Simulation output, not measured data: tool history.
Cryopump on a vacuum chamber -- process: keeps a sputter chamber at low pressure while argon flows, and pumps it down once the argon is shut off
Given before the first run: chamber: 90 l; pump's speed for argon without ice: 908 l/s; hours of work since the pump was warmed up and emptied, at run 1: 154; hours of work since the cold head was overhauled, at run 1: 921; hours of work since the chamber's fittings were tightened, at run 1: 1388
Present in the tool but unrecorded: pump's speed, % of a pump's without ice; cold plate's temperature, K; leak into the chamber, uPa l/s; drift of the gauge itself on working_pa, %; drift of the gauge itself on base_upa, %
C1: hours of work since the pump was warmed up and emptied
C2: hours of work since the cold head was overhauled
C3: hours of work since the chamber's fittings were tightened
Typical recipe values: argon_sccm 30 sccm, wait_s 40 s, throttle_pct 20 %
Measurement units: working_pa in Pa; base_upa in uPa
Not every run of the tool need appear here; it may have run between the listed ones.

{"run": 1, "hour": 0.0, "argon_sccm": 30, "wait_s": 40, "throttle_pct": 20, "C1": 154, "C2": 921, "C3": 1388, "working_pa": 0.2846, "base_upa": 2.22}
{"run": 2, "hour": 21.2, "argon_sccm": 30, "wait_s": 40, "throttle_pct": 20, "C1": 169, "C2": 936, "C3": 1403, "working_pa": 0.284, "base_upa": 2.28}
{"run": 3, "hour": 44.6, "argon_sccm": 30, "wait_s": 169, "throttle_pct": 20, "C1": 186, "C2": 953, "C3": 1420, "working_pa": 0.2847, "base_upa": 1.47}
{"run": 4, "hour": 76.5, "argon_sccm": 30, "wait_s": 40, "throttle_pct": 20, "C1": 209, "C2": 976, "C3": 1442, "working_pa": 0.2851, "base_upa": 2.36}
{"run": 5, "hour": 101.7, "argon_sccm": 37, "wait_s": 40, "throttle_pct": 20, "C1": 227, "C2": 994, "C3": 1460, "working_pa": 0.3533, "base_upa": 2.39}
{"run": 6, "hour": 137.4, "argon_sccm": 37, "wait_s": 40, "throttle_pct": 20, "C1": 252, "C2": 1019, "C3": 1486, "working_pa": 0.3538, "base_upa": 2.35}
{"run": 7, "hour": 156.2, "argon_sccm": 30, "wait_s": 40, "throttle_pct": 15, "C1": 266, "C2": 1033, "C3": 1499, "working_pa": 0.3814, "base_upa": 2.39}
{"run": 8, "hour": 181.4, "argon_sccm": 30, "wait_s": 40, "throttle_pct": 15, "C1": 284, "C2": 1051, "C3": 1517, "working_pa": 0.3794, "base_upa": 2.4}
{"run": 9, "hour": 208.7, "argon_sccm": 39, "wait_s": 40, "throttle_pct": 20, "C1": 304, "C2": 1070, "C3": 1537, "working_pa": 0.3776, "base_upa": 2.37}
{"run": 10, "hour": 231.3, "argon_sccm": 39, "wait_s": 40, "throttle_pct": 40, "C1": 320, "C2": 1087, "C3": 1553, "working_pa": 0.1951, "base_upa": 2.47}
{"run": 11, "hour": 260.6, "argon_sccm": 30, "wait_s": 40, "throttle_pct": 25, "C1": 341, "C2": 1108, "C3": 1574, "working_pa": 0.2342, "base_upa": 2.47}
{"run": 12, "hour": 287.8, "argon_sccm": 30, "wait_s": 40, "throttle_pct": 34, "C1": 360, "C2": 1127, "C3": 1594, "working_pa": 0.177, "base_upa": 2.37}
{"run": 13, "hour": 320.0, "argon_sccm": 30, "wait_s": 40, "throttle_pct": 34, "C1": 383, "C2": 1150, "C3": 1617, "working_pa": 0.1764, "base_upa": 2.55}
{"run": 14, "hour": 340.8, "argon_sccm": 30, "wait_s": 40, "throttle_pct": 20, "C1": 398, "C2": 1165, "C3": 1632, "working_pa": 0.2919, "base_upa": 2.63}
{"run": 15, "hour": 371.2, "argon_sccm": 30, "wait_s": 40, "throttle_pct": 20, "C1": 420, "C2": 1187, "C3": 1653, "working_pa": 0.2926, "base_upa": 2.6}
{"run": 16, "hour": 400.7, "argon_sccm": 30, "wait_s": 40, "throttle_pct": 20, "C1": 441, "C2": 1208, "C3": 1675, "working_pa": 0.2947, "base_upa": 2.64}
{"run": 17, "hour": 423.0, "argon_sccm": 30, "wait_s": 40, "throttle_pct": 20, "C1": 457, "C2": 1224, "C3": 1690, "working_pa": 0.2964, "base_upa": 2.61}
{"run": 18, "hour": 444.1, "argon_sccm": 30, "wait_s": 40, "throttle_pct": 20, "C1": 472, "C2": 1239, "C3": 1706, "working_pa": 0.2954, "base_upa": 2.63}
{"run": 19, "hour": 466.9, "argon_sccm": 30, "wait_s": 40, "throttle_pct": 20, "C1": 488, "C2": 1255, "C3": 1722, "working_pa": 0.2955, "base_upa": 2.72}
{"run": 20, "hour": 489.2, "argon_sccm": 45, "wait_s": 28, "throttle_pct": 17, "C1": 504, "C2": 1271, "C3": 1738, "working_pa": 0.5184, "base_upa": 3.14}
{"run": 21, "hour": 504.3, "argon_sccm": 35, "wait_s": 40, "throttle_pct": 17, "C1": 515, "C2": 1282, "C3": 1749, "working_pa": 0.4048, "base_upa": 2.7}
{"run": 22, "hour": 537.6, "argon_sccm": 18, "wait_s": 268, "throttle_pct": 49, "C1": 539, "C2": 1306, "C3": 1772, "working_pa": 0.0799, "base_upa": 1.74}
{"run": 23, "hour": 561.2, "argon_sccm": 15, "wait_s": 40, "throttle_pct": 20, "C1": 556, "C2": 1323, "C3": 1789, "working_pa": 0.1497, "base_upa": 2.7}
{"run": 24, "hour": 590.0, "argon_sccm": 18, "wait_s": 248, "throttle_pct": 20, "C1": 576, "C2": 1343, "C3": 1810, "working_pa": 0.1786, "base_upa": 1.77}
{"run": 25, "hour": 614.3, "argon_sccm": 18, "wait_s": 23, "throttle_pct": 20, "C1": 594, "C2": 1361, "C3": 1827, "working_pa": 0.1807, "base_upa": 3.65}
{"run": 26, "hour": 634.9, "argon_sccm": 49, "wait_s": 40, "throttle_pct": 20, "C1": 609, "C2": 1375, "C3": 1842, "working_pa": 0.4888, "base_upa": 2.85}
{"run": 27, "hour": 668.9, "argon_sccm": 29, "wait_s": 56, "throttle_pct": 42, "C1": 633, "C2": 1400, "C3": 1866, "working_pa": 0.1505, "base_upa": 2.62}
{"run": 28, "hour": 696.5, "argon_sccm": 32, "wait_s": 26, "throttle_pct": 19, "C1": 653, "C2": 1420, "C3": 1886, "working_pa": 0.3391, "base_upa": 3.6}
{"run": 29, "hour": 711.7, "argon_sccm": 26, "wait_s": 40, "throttle_pct": 43, "C1": 664, "C2": 1430, "C3": 1897, "working_pa": 0.1338, "base_upa": 2.96}
{"run": 30, "hour": 745.2, "argon_sccm": 22, "wait_s": 107, "throttle_pct": 23, "C1": 687, "C2": 1454, "C3": 1921, "working_pa": 0.1974, "base_upa": 2.26}
{"run": 31, "hour": 781.2, "argon_sccm": 27, "wait_s": 98, "throttle_pct": 24, "C1": 713, "C2": 1480, "C3": 1947, "working_pa": 0.2345, "base_upa": 2.37}
{"run": 32, "hour": 797.7, "argon_sccm": 30, "wait_s": 27, "throttle_pct": 40, "C1": 725, "C2": 1492, "C3": 1959, "working_pa": 0.166, "base_upa": 3.69}
{"run": 33, "hour": 829.2, "argon_sccm": 30, "wait_s": 27, "throttle_pct": 40, "C1": 748, "C2": 1515, "C3": 1981, "working_pa": 0.1664, "base_upa": 3.7}
{"hour": 850.4, "done": "pump warmed up, emptied and cooled again"}
{"run": 34, "hour": 852.1, "argon_sccm": 30, "wait_s": 46, "throttle_pct": 40, "C1": 1, "C2": 1527, "C3": 1994, "working_pa": 0.1424, "base_upa": 2.33}

Measured minus without-hidden-state, run by run (identical run-to-run variation in each term; gauge scatter may differ):
run=1 working_pa=+0.0051 base_upa=+0.77
run=2 working_pa=+0.0054 base_upa=+0.8
run=3 working_pa=+0.0058 base_upa=+0.81
run=4 working_pa=+0.0065 base_upa=+0.84
run=5 working_pa=+0.0086 base_upa=+0.85
run=6 working_pa=+0.0096 base_upa=+0.88
run=7 working_pa=+0.0083 base_upa=+0.9
run=8 working_pa=+0.0088 base_upa=+0.92
run=9 working_pa=+0.0124 base_upa=+0.92
run=10 working_pa=+0.0132 base_upa=+0.96
run=11 working_pa=+0.0108 base_upa=+0.98
run=12 working_pa=+0.0115 base_upa=+0.97
run=13 working_pa=+0.0122 base_upa=+1.05
run=14 working_pa=+0.0128 base_upa=+1.09
run=15 working_pa=+0.0135 base_upa=+1.1
run=16 working_pa=+0.0145 base_upa=+1.14
run=17 working_pa=+0.015 base_upa=+1.13
run=18 working_pa=+0.0155 base_upa=+1.18
run=19 working_pa=+0.0162 base_upa=+1.21
run=20 working_pa=+0.0253 base_upa=+1.18
run=21 working_pa=+0.0202 base_upa=+1.23
run=22 working_pa=+0.0109 base_upa=+1.27
run=23 working_pa=+0.0095 base_upa=+1.25
run=24 working_pa=+0.0119 base_upa=+1.3
run=25 working_pa=+0.0125 base_upa=+1.34
run=26 working_pa=+0.0348 base_upa=+1.36
run=27 working_pa=+0.0217 base_upa=+1.44
run=28 working_pa=+0.025 base_upa=+1.46
run=29 working_pa=+0.0209 base_upa=+1.48
run=30 working_pa=+0.0185 base_upa=+1.52
run=31 working_pa=+0.024 base_upa=+1.56
run=32 working_pa=+0.0271 base_upa=+1.63
run=33 working_pa=+0.0281 base_upa=+1.65
run=34 working_pa=+0.0016 base_upa=+1.02
